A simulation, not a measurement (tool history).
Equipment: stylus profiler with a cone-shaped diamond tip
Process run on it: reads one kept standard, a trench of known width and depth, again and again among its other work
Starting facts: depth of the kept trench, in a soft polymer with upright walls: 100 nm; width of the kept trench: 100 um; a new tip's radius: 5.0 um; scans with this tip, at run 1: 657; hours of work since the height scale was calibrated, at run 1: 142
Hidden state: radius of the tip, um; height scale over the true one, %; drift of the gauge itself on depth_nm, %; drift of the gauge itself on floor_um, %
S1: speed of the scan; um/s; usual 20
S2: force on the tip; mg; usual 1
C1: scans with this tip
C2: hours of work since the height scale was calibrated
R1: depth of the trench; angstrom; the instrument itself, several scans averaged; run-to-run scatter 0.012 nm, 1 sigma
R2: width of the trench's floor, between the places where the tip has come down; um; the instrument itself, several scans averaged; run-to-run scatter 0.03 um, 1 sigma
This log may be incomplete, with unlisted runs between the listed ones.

Run 1, hour 0: usual settings; C1 657; C2 142. Result: R1 1004.2 angstrom, R2 97.8 um.
Run 2, hour 33: usual settings; C1 765; C2 166. Result: R1 1004.1 angstrom, R2 97.83 um.
Run 3, hour 58.9: usual settings but S1 60 um/s; C1 850; C2 184. Result: R1 1004.3 angstrom, R2 97.46 um.
Run 4, hour 102.4: usual settings but S1 43 um/s; C1 993; C2 215. Result: R1 1004.1 angstrom, R2 97.57 um.
Run 5, hour 137.6: usual settings but S1 43 um/s; C1 1109; C2 241. Result: R1 1004.5 angstrom, R2 97.55 um.
Run 6, hour 176.4: usual settings but S1 43 um/s; C1 1236; C2 268. Result: R1 1004.5 angstrom, R2 97.61 um.
Run 7, hour 199.9: usual settings but S1 43 um/s; C1 1313; C2 285. Result: R1 1004.5 angstrom, R2 97.62 um.
Run 8, hour 225.8: usual settings but S1 43 um/s; C1 1398; C2 303. Result: R1 1004.4 angstrom, R2 97.56 um.
Run 9, hour 263.4: usual settings but S1 43 um/s; C1 1521; C2 330. Result: R1 1004.5 angstrom, R2 97.54 um.
Run 10, hour 297.3: usual settings; C1 1633; C2 354. Result: R1 1004.4 angstrom, R2 97.75 um.
Run 11, hour 327.4: usual settings; C1 1731; C2 376. Result: R1 1004.7 angstrom, R2 97.73 um.
Run 12, hour 358.9: usual settings; C1 1835; C2 398. Result: R1 1004.5 angstrom, R2 97.72 um.
Run 13, hour 383.1: usual settings but S1 27 um/s; C1 1914; C2 415. Result: R1 1004.7 angstrom, R2 97.62 um.
Run 14, hour 406.5: usual settings but S1 27 um/s; C1 1991; C2 432. Result: R1 1004.8 angstrom, R2 97.65 um.
Run 15, hour 440: usual settings; C1 2101; C2 456. Result: R1 1004.7 angstrom, R2 97.8 um.
Run 16, hour 461.8: usual settings; C1 2172; C2 471. Result: R1 1004.8 angstrom, R2 97.76 um.
Run 17, hour 506.2: usual settings; C1 2318; C2 503. Result: R1 1004.7 angstrom, R2 97.72 um.
Run 18, hour 544.3: usual settings; C1 2443; C2 530. Result: R1 1004.9 angstrom, R2 97.76 um.
Run 19, hour 576.6: usual settings; C1 2549; C2 553. Result: R1 1004.6 angstrom, R2 97.69 um.
Run 20, hour 629.9: usual settings; C1 2724; C2 591. Result: R1 1004.9 angstrom, R2 97.74 um.
Run 21, hour 661.9: usual settings; C1 2829; C2 614. Result: R1 1004.9 angstrom, R2 97.74 um.
Run 22, hour 706.7: usual settings; C1 2977; C2 646. Result: R1 1005 angstrom, R2 97.74 um.
Run 23, hour 732.2: usual settings; C1 3060; C2 664. Result: R1 1005.1 angstrom, R2 97.66 um.
Run 24, hour 762.7: usual settings but S1 19 um/s, S2 0.47 mg; C1 3160; C2 686. Result: R1 1003.7 angstrom, R2 97.62 um.
Run 25, hour 800.1: usual settings but S1 6 um/s, S2 1.89 mg; C1 3283; C2 712. Result: R1 1006.8 angstrom, R2 97.86 um.
Run 26, hour 835: usual settings but S1 6 um/s, S2 1.89 mg; C1 3397; C2 737. Result: R1 1007 angstrom, R2 97.85 um.
Run 27, hour 883.6: usual settings but S1 36 um/s, S2 2.56 mg; C1 3557; C2 772. Result: R1 1008.6 angstrom, R2 97.66 um.
Run 28, hour 906: usual settings but S1 17 um/s, S2 0.49 mg; C1 3631; C2 788. Result: R1 1003.8 angstrom, R2 97.71 um.
Run 29, hour 938.2: usual settings but S1 17 um/s, S2 0.49 mg; C1 3736; C2 811. Result: R1 1004 angstrom, R2 97.64 um.
Run 30, hour 969.6: usual settings but S1 51 um/s, S2 0.92 mg; C1 3839; C2 833. Result: R1 1005.1 angstrom, R2 97.33 um.
Run 31, hour 992.1: usual settings but S1 18 um/s, S2 2.48 mg; C1 3913; C2 849. Result: R1 1008.5 angstrom, R2 97.78 um.
At hour 1008.9: height scale calibrated on a step standard.
Run 32, hour 1027: usual settings but S1 18 um/s, S2 2.48 mg; C1 4026; C2 13. Result: R1 1007.2 angstrom, R2 97.8 um.
Run 33, hour 1054.6: usual settings but S2 2.56 mg; C1 4117; C2 33. Result: R1 1007.2 angstrom, R2 97.76 um.
Run 34, hour 1106.7: usual settings but S2 2.56 mg; C1 4288; C2 70. Result: R1 1007.2 angstrom, R2 97.73 um.
Run 35, hour 1131.5: usual settings but S2 2.56 mg; C1 4369; C2 87. Result: R1 1007.3 angstrom, R2 97.72 um.
Run 36, hour 1175.4: usual settings but S1 10 um/s, S2 2.38 mg; C1 4513; C2 119. Result: R1 1007.2 angstrom, R2 97.82 um.
Run 37, hour 1221.6: usual settings but S2 0.48 mg; C1 4665; C2 152. Result: R1 1002.9 angstrom, R2 97.56 um.
Run 38, hour 1250.1: usual settings but S2 1.2 mg; C1 4758; C2 172. Result: R1 1004.6 angstrom, R2 97.69 um.
Run 39, hour 1287.7: usual settings but S2 1.2 mg; C1 4882; C2 199. Result: R1 1004.7 angstrom, R2 97.56 um.
Run 40, hour 1330.6: usual settings but S1 63 um/s, S2 1.2 mg; C1 5023; C2 229. Result: R1 1004.9 angstrom, R2 97.31 um.
Run 41, hour 1365: usual settings but S1 63 um/s, S2 1.2 mg; C1 5136; C2 254. Result: R1 1005.1 angstrom, R2 97.31 um.
Run 42, hour 1398.5: usual settings but S1 63 um/s, S2 1.2 mg; C1 5245; C2 278. Result: R1 1004.8 angstrom, R2 97.34 um.
Run 43, hour 1441.7: usual settings but S1 17 um/s, S2 0.43 mg; C1 5387; C2 308. Result: R1 1002.8 angstrom, R2 97.62 um.

For each run, the measured value with the value that run would have given without the tool's hidden condition subtracted. The run-to-run variation is shared by both, the gauge scatter possibly not:
run    R1     R2
  1  +0.5  -0.02
  2  +0.6  -0.03
  3  +0.6  -0.02
  4  +0.7  -0.03
  5  +0.7  -0.04
  6  +0.7  -0.05
  7  +0.7  -0.04
  8  +0.8  -0.05
  9  +0.8  -0.05
 10  +0.9  -0.06
 11  +0.9  -0.06
 12  +0.9  -0.06
 13    +1  -0.06
 14    +1  -0.07
 15  +1.1  -0.07
 16  +1.1  -0.07
 17  +1.1  -0.08
 18  +1.1  -0.08
 19  +1.1  -0.09
 20  +1.3  -0.08
 21  +1.3  -0.09
 22  +1.3   -0.1
 23  +1.4   -0.1
 24  +1.4   -0.1
 25  +1.5  -0.11
 26  +1.5  -0.11
 27  +1.5  -0.12
 28  +1.5  -0.12
 29  +1.5  -0.13
 30  +1.7  -0.13
 31  +1.7  -0.13
 32  +0.4  -0.13
 33  +0.5  -0.14
 34  +0.5  -0.14
 35  +0.5  -0.15
 36  +0.6  -0.14
 37  +0.7  -0.15
 38  +0.6  -0.16
 39  +0.7  -0.16
 40  +0.7  -0.16
 41  +0.8  -0.17
 42  +0.9  -0.17
 43  +0.8  -0.18

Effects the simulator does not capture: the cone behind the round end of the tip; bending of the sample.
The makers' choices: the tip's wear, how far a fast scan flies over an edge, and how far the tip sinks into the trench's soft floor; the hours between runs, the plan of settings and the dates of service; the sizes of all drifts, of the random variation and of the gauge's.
